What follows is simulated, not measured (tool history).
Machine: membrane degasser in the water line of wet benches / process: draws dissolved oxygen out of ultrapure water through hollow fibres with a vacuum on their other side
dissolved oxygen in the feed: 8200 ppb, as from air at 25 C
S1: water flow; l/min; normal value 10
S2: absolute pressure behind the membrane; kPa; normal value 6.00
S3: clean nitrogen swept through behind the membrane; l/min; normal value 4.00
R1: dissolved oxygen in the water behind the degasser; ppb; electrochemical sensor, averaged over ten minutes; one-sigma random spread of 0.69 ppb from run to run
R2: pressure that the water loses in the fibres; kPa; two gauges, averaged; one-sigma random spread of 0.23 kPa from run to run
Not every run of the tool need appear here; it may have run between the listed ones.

run,hour,S1,S2,S3,R1,R2
1,0.0,10,6.00,4.00,64.5,58.95
2,65.1,10,6.00,4.00,65.5,58.92
3,123.9,10,6.00,4.00,64.7,59.06
4,201.0,10,6.00,4.00,65.0,59.44
5,269.7,14,6.00,4.00,170.7,82.49
6,357.4,10,12.82,4.00,107.8,59.20
7,410.3,12,6.00,4.00,112.3,71.21
8,503.6,10,3.93,4.00,51.9,59.26
9,575.7,10,6.00,4.00,66.1,59.37
10,650.3,10,6.00,4.00,65.7,59.30
11,735.9,10,6.00,4.00,65.6,59.57
12,797.3,10,7.67,2.60,90.9,59.69
13,871.1,9,8.24,4.41,58.5,53.68
14,962.8,10,6.00,4.58,64.0,59.48
15,1016.5,10,6.00,4.00,66.0,59.65
16,1079.2,10,6.28,2.54,78.6,59.80
17,1150.3,10,6.28,2.54,80.4,59.74
18,1210.9,15,6.00,4.00,213.2,89.07
19,1275.8,13,4.92,4.00,135.5,77.20

4 options for the next run, each taken on its own from the tool as it stands now. Forecast them:
A,1359.4,7,12.75,2.33,?,?
B,1359.4,12,8.37,8.40,?,?
C,1359.4,6,13.49,3.28,?,?
D,1359.4,10,6.00,10.59,?,?

run,R1,R2
A,84.8,41.77
B,113.4,71.30
C,53.9,36.02
D,57.4,59.72
With no hidden state in the tool, these same runs would have given:
run,R1,R2
A,81.0,40.88
B,104.2,69.79
C,51.3,35.26
D,51.9,58.45
